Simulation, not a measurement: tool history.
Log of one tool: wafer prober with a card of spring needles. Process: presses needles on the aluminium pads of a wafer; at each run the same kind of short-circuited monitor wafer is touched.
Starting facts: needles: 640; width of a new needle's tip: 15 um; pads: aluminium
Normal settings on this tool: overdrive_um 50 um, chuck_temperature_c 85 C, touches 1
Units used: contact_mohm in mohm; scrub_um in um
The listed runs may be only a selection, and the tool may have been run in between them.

run     day  overdrive_um  chuck_temperature_c  touches  contact_mohm  scrub_um
  1   0.000            50                   85        1           137     12.04
      0.521  -- tips cleaned on abrasive film
      1.042  -- tips cleaned on abrasive film
      1.562  -- tips cleaned on abrasive film
      2.083  -- tips cleaned on abrasive film
      2.504  -- tips cleaned on abrasive film
      3.025  -- tips cleaned on abrasive film
      3.546  -- tips cleaned on abrasive film
  2   3.788            50                   85        1           139     12.22
      3.996  -- tips cleaned on abrasive film
      4.517  -- tips cleaned on abrasive film
      4.938  -- tips cleaned on abrasive film
      5.458  -- tips cleaned on abrasive film
  3   5.862            50                  116        1           145     12.13
      5.971  -- tips cleaned on abrasive film
      6.492  -- tips cleaned on abrasive film
      7.012  -- tips cleaned on abrasive film
      7.429  -- tips cleaned on abrasive film
      7.950  -- tips cleaned on abrasive film
  4   8.246            50                  116        1           145     12.07
      8.458  -- tips cleaned on abrasive film
      8.979  -- tips cleaned on abrasive film
      9.396  -- tips cleaned on abrasive film
      9.917  -- tips cleaned on abrasive film
     10.438  -- tips cleaned on abrasive film
     10.958  -- tips cleaned on abrasive film
  5  10.962            50                  116        1           146     12.07
     11.383  -- tips cleaned on abrasive film
     11.800  -- tips cleaned on abrasive film
     12.321  -- tips cleaned on abrasive film
     12.842  -- tips cleaned on abrasive film
     13.362  -- tips cleaned on abrasive film
     13.779  -- tips cleaned on abrasive film
     14.200  -- tips cleaned on abrasive film
     14.721  -- tips cleaned on abrasive film
  6  14.838            42                   85        1           143     10.18
     15.150  -- tips cleaned on abrasive film
     15.567  -- tips cleaned on abrasive film
     16.092  -- tips cleaned on abrasive film
     16.508  -- tips cleaned on abrasive film
     16.925  -- tips cleaned on abrasive film
     17.446  -- tips cleaned on abrasive film
  7  17.812            42                   85        1           141     10.14
     17.921  -- tips cleaned on abrasive film
     18.338  -- tips cleaned on abrasive film
     18.858  -- tips cleaned on abrasive film
     19.275  -- tips cleaned on abrasive film
     19.800  -- tips cleaned on abrasive film
     20.321  -- tips cleaned on abrasive film
     20.738  -- tips cleaned on abrasive film
  8  21.062            50                   85        1           137     12.24
     21.171  -- tips cleaned on abrasive film
     21.692  -- tips cleaned on abrasive film
     21.912  -- height of the first contact set anew
     22.225  -- tips cleaned on abrasive film
     22.746  -- tips cleaned on abrasive film
     23.167  -- tips cleaned on abrasive film
     23.688  -- tips cleaned on abrasive film
     24.208  -- tips cleaned on abrasive film
     24.729  -- tips cleaned on abrasive film
  9  25.100            50                   63        1           134     12.13
     25.208  -- tips cleaned on abrasive film
     25.729  -- tips cleaned on abrasive film
     26.146  -- tips cleaned on abrasive film
     26.667  -- tips cleaned on abrasive film
     27.188  -- tips cleaned on abrasive film
     27.608  -- tips cleaned on abrasive film
     28.129  -- tips cleaned on abrasive film
 10  28.292            50                   85        2           136     12.22
     28.604  -- tips cleaned on abrasive film
     29.125  -- tips cleaned on abrasive film
     29.646  -- tips cleaned on abrasive film
     30.167  -- tips cleaned on abrasive film
     30.692  -- tips cleaned on abrasive film
     31.212  -- tips cleaned on abrasive film
     31.733  -- tips cleaned on abrasive film
     32.212  -- tips cleaned on abrasive film
 11  32.212            50                  109        2           140     12.01
     32.733  -- tips cleaned on abrasive film
     33.154  -- tips cleaned on abrasive film
     33.675  -- tips cleaned on abrasive film
     34.092  -- tips cleaned on abrasive film
     34.612  -- tips cleaned on abrasive film
     35.133  -- tips cleaned on abrasive film
     35.654  -- tips cleaned on abrasive film
     36.175  -- tips cleaned on abrasive film
 12  36.333            46                   27        2           128     11.17
     36.650  -- tips cleaned on abrasive film
     37.171  -- tips cleaned on abrasive film
     37.692  -- tips cleaned on abrasive film
     38.108  -- tips cleaned on abrasive film
     38.629  -- tips cleaned on abrasive film
     39.046  -- tips cleaned on abrasive film
     39.571  -- tips cleaned on abrasive film
 13  39.979            68                   57        1           128     16.55
     40.088  -- tips cleaned on abrasive film
     40.608  -- tips cleaned on abrasive film
     41.025  -- tips cleaned on abrasive film
     41.546  -- tips cleaned on abrasive film
     42.067  -- tips cleaned on abrasive film
     42.488  -- tips cleaned on abrasive film
     43.008  -- tips cleaned on abrasive film
 14  43.275            68                   57        1           132     16.48
     43.483  -- tips cleaned on abrasive film
     44.004  -- tips cleaned on abrasive film
     44.529  -- tips cleaned on abrasive film
     45.050  -- tips cleaned on abrasive film
     45.467  -- tips cleaned on abrasive film
     45.688  -- height of the first contact set anew
 15  45.712            62                   47        3           135     15.10
     45.925  -- tips cleaned on abrasive film
     46.342  -- tips cleaned on abrasive film
     46.862  -- tips cleaned on abrasive film
     47.383  -- tips cleaned on abrasive film
 16  47.679            62                   47        3           131     14.91
     47.892  -- tips cleaned on abrasive film
     48.308  -- tips cleaned on abrasive film
     48.829  -- tips cleaned on abrasive film
     49.350  -- tips cleaned on abrasive film
     49.871  -- tips cleaned on abrasive film
     50.392  -- tips cleaned on abrasive film
     50.917  -- tips cleaned on abrasive film
     51.350  -- tips cleaned on abrasive film
 17  51.350            45                   34        1           131     10.94
     51.871  -- tips cleaned on abrasive film
     52.292  -- tips cleaned on abrasive film
     52.812  -- tips cleaned on abrasive film
     53.333  -- tips cleaned on abrasive film
 18  53.658            47                   85        2           137     11.38
     53.767  -- tips cleaned on abrasive film
     54.288  -- tips cleaned on abrasive film
     54.808  -- tips cleaned on abrasive film
     55.329  -- tips cleaned on abrasive film
     55.850  -- tips cleaned on abrasive film
     56.375  -- tips cleaned on abrasive film
 19  56.492            47                   85        2           140     11.43
     56.804  -- tips cleaned on abrasive film
     57.325  -- tips cleaned on abrasive film
     57.742  -- tips cleaned on abrasive film
     58.262  -- tips cleaned on abrasive film
     58.783  -- tips cleaned on abrasive film
     59.283  -- card fitted with new needles
     59.804  -- tips cleaned on abrasive film
 20  60.117            52                   60        1           135     12.78
     60.329  -- tips cleaned on abrasive film
     60.850  -- tips cleaned on abrasive film
     61.371  -- tips cleaned on abrasive film
     61.892  -- tips cleaned on abrasive film
     62.308  -- tips cleaned on abrasive film
     62.829  -- tips cleaned on abrasive film
     63.350  -- tips cleaned on abrasive film
     63.871  -- tips cleaned on abrasive film
 21  63.921            31                   85        2           145      7.67

Each row is a separate what-if for the run after 21, all from the same tool condition, not one after another. Results?
     64.338  -- tips cleaned on abrasive film
     64.858  -- tips cleaned on abrasive film
     65.383  -- tips cleaned on abrasive film
     65.904  -- tips cleaned on abrasive film
     66.425  -- tips cleaned on abrasive film
     66.946  -- tips cleaned on abrasive film
     67.362  -- tips cleaned on abrasive film
  A  67.467            54                   85        1             ?         ?
     64.338  -- tips cleaned on abrasive film
     64.858  -- tips cleaned on abrasive film
     65.383  -- tips cleaned on abrasive film
     65.904  -- tips cleaned on abrasive film
     66.425  -- tips cleaned on abrasive film
     66.946  -- tips cleaned on abrasive film
     67.362  -- tips cleaned on abrasive film
  B  67.467            63                  124        3             ?         ?
     64.338  -- tips cleaned on abrasive film
     64.858  -- tips cleaned on abrasive film
     65.383  -- tips cleaned on abrasive film
     65.904  -- tips cleaned on abrasive film
     66.425  -- tips cleaned on abrasive film
     66.946  -- tips cleaned on abrasive film
     67.362  -- tips cleaned on abrasive film
  C  67.467            38                   27        2             ?         ?

run  contact_mohm  scrub_um
  A           136     13.14
  B           142     15.42
  C           132      9.28
Had the tool no hidden state, the same runs would have come out as:
run  contact_mohm  scrub_um
  A           136     13.14
  B           142     15.42
  C           131      9.28

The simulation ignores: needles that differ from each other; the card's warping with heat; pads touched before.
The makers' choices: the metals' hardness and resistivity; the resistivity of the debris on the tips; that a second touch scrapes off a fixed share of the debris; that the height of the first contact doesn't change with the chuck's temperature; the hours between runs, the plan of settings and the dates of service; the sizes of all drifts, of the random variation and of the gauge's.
